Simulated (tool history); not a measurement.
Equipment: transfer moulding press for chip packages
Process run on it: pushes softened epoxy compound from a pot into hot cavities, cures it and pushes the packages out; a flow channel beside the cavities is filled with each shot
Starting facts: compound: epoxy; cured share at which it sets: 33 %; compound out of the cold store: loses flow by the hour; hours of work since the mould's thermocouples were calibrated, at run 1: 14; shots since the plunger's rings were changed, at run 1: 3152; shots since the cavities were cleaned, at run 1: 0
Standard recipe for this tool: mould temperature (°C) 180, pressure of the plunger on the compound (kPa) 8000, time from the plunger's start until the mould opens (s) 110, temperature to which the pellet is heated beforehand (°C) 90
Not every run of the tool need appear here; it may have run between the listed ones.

run	hour	mould temperature (°C)	pressure of the plunger on the compound (kPa)	time from the plunger's start until the mould opens (s)	temperature to which the pellet is heated beforehand (°C)	hours of work since the mould's thermocouples were calibrated	shots since the plunger's rings were changed	shots since the cavities were cleaned	incoming compound's hours out of the cold store	length that the compound runs in the flow channel (mm)	greatest force on the pins that push the packages out (N)
1	0.0	180	8000	110	90	14	3152	0	44.7	845	341
2	37.9	180	8000	110	90	31	3434	282	30.4	896	353
3	74.9	180	8000	110	90	47	3710	558	28.5	901	351
4	114.9	180	8000	110	86	65	4008	856	25.5	902	350
# hour 158.7: cavities cleaned with cleaning compound and waxed
5	186.1	180	8000	110	86	97	4527	204	41.7	856	354
6	235.0	180	8000	110	86	118	4891	568	28.4	892	354
# hour 255.8: plunger's sealing rings changed
7	272.4	180	8000	110	86	134	123	828	11.8	960	358
# hour 322.6: cavities cleaned with cleaning compound and waxed
8	332.4	180	8000	110	81	160	559	73	20.5	931	337
9	368.4	182	8000	110	81	176	827	341	9.1	973	335
10	403.2	182	8000	110	81	192	1086	600	14.6	935	320
11	432.1	182	8000	110	81	205	1301	815	25.6	898	330
# hour 482.0: cavities cleaned with cleaning compound and waxed
12	492.6	187	8000	110	81	231	1741	80	11.1	930	299
13	542.1	187	8000	110	81	253	2110	449	41.0	838	317
14	584.9	187	8000	110	81	273	2428	767	44.6	829	321
# hour 641.1: cavities cleaned with cleaning compound and waxed
15	641.6	186	6030	129	95	297	2840	4	19.1	795	316
16	691.4	174	7600	99	86	320	3210	374	36.0	869	572
17	748.7	182	9920	114	86	345	3637	801	19.1	1031	323
# hour 789.9: mould's thermocouples calibrated
18	798.3	182	9920	114	86	4	3992	1156	21.2	1020	338
# hour 805.8: cavities cleaned with cleaning compound and waxed
19	868.3	182	9920	138	86	34	4501	465	42.5	938	307
20	904.3	176	8720	109	86	51	4770	734	15.9	1000	436
# hour 943.4: plunger's sealing rings changed
# hour 966.9: cavities cleaned with cleaning compound and waxed
21	966.9	176	8720	109	86	77	164	0	13.0	1011	427
22	996.2	176	8720	121	89	90	382	218	47.9	886	346
23	1031.6	176	8720	121	89	106	646	482	41.2	899	360
24	1081.4	182	7430	142	99	128	1017	853	35.9	833	306
# hour 1127.9: cavities cleaned with cleaning compound and waxed
25	1153.0	173	8100	142	81	159	1539	187	27.4	936	344
26	1202.3	174	8000	110	86	181	1906	554	26.4	933	466
27	1244.0	174	8000	110	90	200	2216	864	27.6	922	461
# hour 1286.7: cavities cleaned with cleaning compound and waxed
28	1295.3	181	7960	110	90	222	2587	64	10.0	958	329

Hidden state at the last listed run before each entry between runs and at the first one after, where it differs:
From run 4 to run 5: cavities cleaned with cleaning compound and waxed (hour 158.7)
  pressure that reaches the compound, % of what is set: 99.78 -> 99.75; grip of the stained cavities, % over clean ones': 1.6 -> 0.6
  measured minus no-state result, greatest force on the pins that push the packages out (N): +6 -> +2
From run 6 to run 7: plunger's sealing rings changed (hour 255.8)
  pressure that reaches the compound, % of what is set: 99.73 -> 99.99; grip of the stained cavities, % over clean ones': 1.3 -> 1.6
  measured minus no-state result, greatest force on the pins that push the packages out (N): +5 -> +6
From run 7 to run 8: cavities cleaned with cleaning compound and waxed (hour 322.6)
  pressure that reaches the compound, % of what is set: 99.99 -> 99.97; grip of the stained cavities, % over clean ones': 1.6 -> 0.2
  measured minus no-state result, greatest force on the pins that push the packages out (N): +6 -> +1
From run 11 to run 12: cavities cleaned with cleaning compound and waxed (hour 482.0)
  pressure that reaches the compound, % of what is set: 99.92 -> 99.9; grip of the stained cavities, % over clean ones': 1.6 -> 0.3
  measured minus no-state result, greatest force on the pins that push the packages out (N): +5 -> +1
From run 14 to run 15: cavities cleaned with cleaning compound and waxed (hour 641.1)
  true mould temperature over the reading, C: -0.01 -> -0.02; pressure that reaches the compound, % of what is set: 99.86 -> 99.84; grip of the stained cavities, % over clean ones': 1.6 -> 0.1
  measured minus no-state result, greatest force on the pins that push the packages out (N): +5 -> +0
From run 17 to run 18: mould's thermocouples calibrated (hour 789.9)
  true mould temperature over the reading, C: -0.02 -> 0; pressure that reaches the compound, % of what is set: 99.8 -> 99.78; grip of the stained cavities, % over clean ones': 1.6 -> 1.8
  measured minus no-state result, greatest force on the pins that push the packages out (N): +5 -> +6
From run 18 to run 19: cavities cleaned with cleaning compound and waxed (hour 805.8)
  pressure that reaches the compound, % of what is set: 99.78 -> 99.74; grip of the stained cavities, % over clean ones': 1.8 -> 1.1
  measured minus no-state result, greatest force on the pins that push the packages out (N): +6 -> +3
From run 20 to run 21: plunger's sealing rings changed (hour 943.4); cavities cleaned with cleaning compound and waxed (hour 966.9)
  pressure that reaches the compound, % of what is set: 99.73 -> 99.98; grip of the stained cavities, % over clean ones': 1.5 -> 0
  measured minus no-state result, greatest force on the pins that push the packages out (N): +6 -> +0
From run 24 to run 25: cavities cleaned with cleaning compound and waxed (hour 1127.9)
  pressure that reaches the compound, % of what is set: 99.94 -> 99.91; grip of the stained cavities, % over clean ones': 1.7 -> 0.6
  measured minus no-state result, greatest force on the pins that push the packages out (N): +5 -> +2
From run 27 to run 28: cavities cleaned with cleaning compound and waxed (hour 1286.7)
  pressure that reaches the compound, % of what is set: 99.87 -> 99.85; grip of the stained cavities, % over clean ones': 1.7 -> 0.3
  measured minus no-state result, greatest force on the pins that push the packages out (N): +8 -> +1

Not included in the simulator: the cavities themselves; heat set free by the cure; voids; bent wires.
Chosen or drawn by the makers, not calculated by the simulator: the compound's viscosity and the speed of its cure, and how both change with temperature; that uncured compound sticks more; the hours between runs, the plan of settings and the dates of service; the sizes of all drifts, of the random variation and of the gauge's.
